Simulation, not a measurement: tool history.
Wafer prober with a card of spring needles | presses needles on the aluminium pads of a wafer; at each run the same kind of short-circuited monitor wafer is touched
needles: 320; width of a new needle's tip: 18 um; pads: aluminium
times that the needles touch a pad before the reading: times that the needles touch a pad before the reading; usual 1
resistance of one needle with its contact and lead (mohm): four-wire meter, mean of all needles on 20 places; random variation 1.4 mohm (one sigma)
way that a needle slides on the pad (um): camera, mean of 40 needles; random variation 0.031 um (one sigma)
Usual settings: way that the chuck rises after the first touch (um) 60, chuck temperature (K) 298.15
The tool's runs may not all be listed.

run,hour,way that the chuck rises after the first touch (um),chuck temperature (K),times that the needles touch a pad before the reading,resistance of one needle with its contact and lead (mohm),way that a needle slides on the pad (um)
1,0,60,298.15,1,117,12.09
# hour 4.8: tips cleaned on abrasive film
2,9.3,60,298.15,1,116,12.02
# hour 13.6: tips cleaned on abrasive film
# hour 22.1: tips cleaned on abrasive film
3,23.1,60,298.15,1,117,11.96
# hour 30: tips cleaned on abrasive film
4,34,60,298.15,1,117,12.02
# hour 38.1: tips cleaned on abrasive film
5,45,60,298.15,1,117,12.03
# hour 46.1: tips cleaned on abrasive film
# hour 55: tips cleaned on abrasive film
6,60.6,60,298.15,1,119,12.04
# hour 63: tips cleaned on abrasive film
# hour 71.6: tips cleaned on abrasive film
7,76.4,60,298.15,1,117,11.95
# hour 78.2: height of the first contact set anew
# hour 80.7: tips cleaned on abrasive film
# hour 88.8: tips cleaned on abrasive film
8,88.8,60,298.15,1,118,12.01
9,95.7,47,375.15,1,137,9.46
# hour 97: tips cleaned on abrasive film
# hour 105.5: tips cleaned on abrasive film
10,106.9,57,372.15,2,130,11.43
# hour 114: tips cleaned on abrasive film
11,117,57,372.15,2,134,11.42
# hour 122.4: tips cleaned on abrasive film
12,127,49,342.15,2,130,9.82
# hour 130.7: tips cleaned on abrasive film
# hour 138.7: tips cleaned on abrasive film
13,138.7,49,342.15,2,128,9.81
# hour 147.1: tips cleaned on abrasive film
14,147.1,49,342.15,2,130,9.82
# hour 155.3: tips cleaned on abrasive film
15,157.1,60,298.15,1,119,11.98
# hour 163.8: tips cleaned on abrasive film
16,171.2,60,367.15,1,129,12.05

5 ways to go on from here, each from the tool as it stands after run 16. What would each give?
# hour 172.2: tips cleaned on abrasive film
A,179.2,60,324.15,1,?,?
# hour 172.2: tips cleaned on abrasive film
B,179.2,65,356.15,2,?,?
# hour 172.2: tips cleaned on abrasive film
C,179.2,60,309.15,1,?,?
# hour 172.2: tips cleaned on abrasive film
D,179.2,78,298.15,2,?,?
# hour 172.2: tips cleaned on abrasive film
E,179.2,68,367.15,2,?,?

run,resistance of one needle with its contact and lead (mohm),way that a needle slides on the pad (um)
A,121,12.01
B,127,12.99
C,120,12.01
D,113,15.61
E,126,13.58
Without the tool's hidden state the same runs would have given:
run,resistance of one needle with its contact and lead (mohm),way that a needle slides on the pad (um)
A,121,12.01
B,127,12.99
C,119,12.01
D,113,15.61
E,126,13.58

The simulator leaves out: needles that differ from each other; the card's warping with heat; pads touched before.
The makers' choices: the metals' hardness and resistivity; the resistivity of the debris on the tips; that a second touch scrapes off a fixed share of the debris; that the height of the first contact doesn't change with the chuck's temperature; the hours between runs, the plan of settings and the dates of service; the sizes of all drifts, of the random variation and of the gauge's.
